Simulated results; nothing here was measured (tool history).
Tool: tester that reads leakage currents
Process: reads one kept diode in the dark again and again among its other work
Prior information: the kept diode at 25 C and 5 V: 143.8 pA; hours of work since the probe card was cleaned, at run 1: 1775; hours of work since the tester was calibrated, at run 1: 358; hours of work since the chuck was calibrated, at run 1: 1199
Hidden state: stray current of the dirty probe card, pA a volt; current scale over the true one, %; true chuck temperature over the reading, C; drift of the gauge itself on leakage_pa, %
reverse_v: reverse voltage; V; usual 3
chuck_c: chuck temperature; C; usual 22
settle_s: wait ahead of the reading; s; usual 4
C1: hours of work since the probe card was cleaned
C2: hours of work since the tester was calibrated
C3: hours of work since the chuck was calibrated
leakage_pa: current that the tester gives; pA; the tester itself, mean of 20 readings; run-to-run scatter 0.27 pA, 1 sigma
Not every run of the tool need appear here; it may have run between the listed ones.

Run 1, hour 0: usual settings; C1 1775; C2 358; C3 1199. Result: leakage_pa 79.13 pA.
Run 2, hour 36.8: usual settings; C1 1798; C2 381; C3 1221. Result: leakage_pa 77.96 pA.
Run 3, hour 107.7: usual settings but reverse_v 6.28 V; C1 1842; C2 425; C3 1266. Result: leakage_pa 111.78 pA.
At hour 142.9: chuck's temperature calibrated.
Run 4, hour 193.8: usual settings but reverse_v 6.28 V; C1 1895; C2 478; C3 32. Result: leakage_pa 131.34 pA.
Run 5, hour 273.1: usual settings but reverse_v 6.28 V; C1 1944; C2 527; C3 81. Result: leakage_pa 129.71 pA.
Run 6, hour 341.1: usual settings but chuck_c 45 C; C1 1987; C2 570; C3 124. Result: leakage_pa 525.25 pA.
Run 7, hour 375.6: usual settings but chuck_c 45 C; C1 2008; C2 591; C3 145. Result: leakage_pa 524.99 pA.
Run 8, hour 443.5: usual settings but chuck_c 45 C; C1 2050; C2 634; C3 188. Result: leakage_pa 522.16 pA.
At hour 466.6: probe card cleaned and baked.
Run 9, hour 501.4: usual settings but chuck_c 35 C; C1 22; C2 668; C3 222. Result: leakage_pa 250.48 pA.
Run 10, hour 538.8: usual settings but chuck_c 35 C; C1 45; C2 691; C3 245. Result: leakage_pa 249.66 pA.
Run 11, hour 601.9: usual settings but chuck_c 35 C; C1 84; C2 731; C3 285. Result: leakage_pa 248.69 pA.
At hour 683.6: probe card cleaned and baked, once more.
Run 12, hour 683.6: usual settings but chuck_c 35 C; C1 0; C2 780; C3 334. Result: leakage_pa 240.91 pA.
Run 13, hour 732.1: usual settings; C1 30; C2 810; C3 364. Result: leakage_pa 84.28 pA.
Run 14, hour 781: usual settings; C1 61; C2 840; C3 394. Result: leakage_pa 84.05 pA.
Run 15, hour 858.2: usual settings but reverse_v 6.19 V; C1 109; C2 889; C3 443. Result: leakage_pa 115.68 pA.
Run 16, hour 923.8: usual settings but reverse_v 1.38 V, chuck_c 33 C, settle_s 0.46 s; C1 150; C2 930; C3 483. Result: leakage_pa 143.32 pA.
Run 17, hour 978.1: usual settings but reverse_v 9.82 V, settle_s 1.63 s; C1 184; C2 963; C3 517. Result: leakage_pa 142.29 pA.
Run 18, hour 1012.5: usual settings but reverse_v 9.82 V, settle_s 1.63 s; C1 205; C2 985; C3 539. Result: leakage_pa 141.81 pA.
Run 19, hour 1049.9: usual settings but reverse_v 1.32 V, chuck_c 55 C, settle_s 1.16 s; C1 229; C2 1008; C3 562. Result: leakage_pa 693.8 pA.
Run 20, hour 1101.7: usual settings but reverse_v 1.19 V, chuck_c 24 C, settle_s 3.86 s; C1 261; C2 1041; C3 594. Result: leakage_pa 63.89 pA.
Run 21, hour 1186.4: usual settings but reverse_v 3.14 V, settle_s 2.89 s; C1 314; C2 1093; C3 647. Result: leakage_pa 83.37 pA.
Run 22, hour 1233.8: usual settings but reverse_v 11.73 V, chuck_c 57 C, settle_s 0.39 s; C1 343; C2 1123; C3 677. Result: leakage_pa 2073.82 pA.
Run 23, hour 1290.8: usual settings but reverse_v 2.98 V, chuck_c 57 C, settle_s 2.01 s; C1 379; C2 1159; C3 712. Result: leakage_pa 1116.73 pA.
Run 24, hour 1342: usual settings but reverse_v 2.98 V, chuck_c 57 C, settle_s 2.01 s; C1 411; C2 1190; C3 744. Result: leakage_pa 1117.87 pA.
Run 25, hour 1404.4: usual settings but reverse_v 2.98 V, chuck_c 57 C, settle_s 2.01 s; C1 450; C2 1229; C3 783. Result: leakage_pa 1108.88 pA.
Run 26, hour 1452.9: usual settings but reverse_v 5.9 V, chuck_c 28 C, settle_s 8.98 s; C1 480; C2 1260; C3 814. Result: leakage_pa 177.72 pA.
Run 27, hour 1527.2: usual settings but reverse_v 5.9 V, chuck_c 26 C, settle_s 8.98 s; C1 526; C2 1306; C3 860. Result: leakage_pa 149.28 pA.

Forecast each of these 4 alternatives for the next run:
Run A, hour 1576.1: usual settings but reverse_v 5.9 V, chuck_c 28 C, settle_s 7.07 s; C1 557; C2 1337; C3 890. Result: leakage_pa ?.
Run B, hour 1576.1: usual settings but chuck_c 46 C, settle_s 1.51 s; C1 557; C2 1337; C3 890. Result: leakage_pa ?.
Run C, hour 1576.1: usual settings but reverse_v 2.28 V, chuck_c 26 C; C1 557; C2 1337; C3 890. Result: leakage_pa ?.
Run D, hour 1576.1: usual settings but reverse_v 5.9 V, chuck_c 25 C, settle_s 8.98 s; C1 557; C2 1337; C3 890. Result: leakage_pa ?.

run  leakage_pa
  A      174.85
  B      509.33
  C       97.28
  D      137.47
With the hidden condition removed and each run's random variation left untouched, the same runs would have given:
run  leakage_pa
  A      197.21
  B      571.68
  C      110.38
  D      154.95
